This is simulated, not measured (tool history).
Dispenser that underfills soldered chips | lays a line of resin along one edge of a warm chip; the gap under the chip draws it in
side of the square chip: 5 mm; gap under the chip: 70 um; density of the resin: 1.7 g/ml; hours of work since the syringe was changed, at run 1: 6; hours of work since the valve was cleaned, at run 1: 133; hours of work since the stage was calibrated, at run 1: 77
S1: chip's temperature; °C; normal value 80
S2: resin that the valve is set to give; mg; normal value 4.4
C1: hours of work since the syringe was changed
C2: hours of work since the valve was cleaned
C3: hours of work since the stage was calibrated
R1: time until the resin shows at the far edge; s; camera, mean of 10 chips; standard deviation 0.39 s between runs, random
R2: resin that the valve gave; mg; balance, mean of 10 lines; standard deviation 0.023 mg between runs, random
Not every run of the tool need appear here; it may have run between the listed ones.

run  hour  S1    S2  C1   C2   C3    R1    R2
  1     0  80   4.4   6  133   77  37.8  3.94
      3.9  -- dispensing valve cleaned and set on the balance
  2   4.2  80   4.4   8    0   79  42.2   4.4
      4.8  -- new syringe of resin
  3   9.9  80  5.26   3    4   82  29.6  5.26
  4  14.6  80  5.26   6    6   85  36.7  5.22
     18.4  -- new syringe of resin
  5  19.9  80   4.4   1    9   88  26.6  4.37
  6  24.2  80   4.4   4   12   91  31.7  4.36
  7  29.3  88   5.2   7   15   94  29.4  5.19
     32.1  -- new syringe of resin
  8  33.9  81  4.58   1   18   97  25.3  4.51
  9    39  68     5   4   21  100  48.6  4.93
 10    43  76  5.29   7   23  102    44  5.19
     45.8  -- new syringe of resin
 11  47.3  80  5.63   1   26  105  26.1  5.51

Here are 5 independent what-if runs from the current tool condition. What would each one return?
  A  52.7  89   4.1   4  29  108   ?   ?
  B  52.7  80  4.79   4  29  108   ?   ?
  C  52.7  84  4.74   4  29  108   ?   ?
  D  52.7  70  4.79   4  29  108   ?   ?
  E  52.7  80  3.79   4  29  108   ?   ?

run    R1    R2
  A  24.9  4.02
  B  33.2   4.7
  C  28.7  4.63
  D  47.3   4.7
  E  34.5  3.68
Stripped of hidden state, with their random variation kept, the same runs would have yielded:
run    R1    R2
  A  18.6  4.12
  B    25  4.82
  C  21.5  4.75
  D  35.6  4.81
  E  25.8  3.77

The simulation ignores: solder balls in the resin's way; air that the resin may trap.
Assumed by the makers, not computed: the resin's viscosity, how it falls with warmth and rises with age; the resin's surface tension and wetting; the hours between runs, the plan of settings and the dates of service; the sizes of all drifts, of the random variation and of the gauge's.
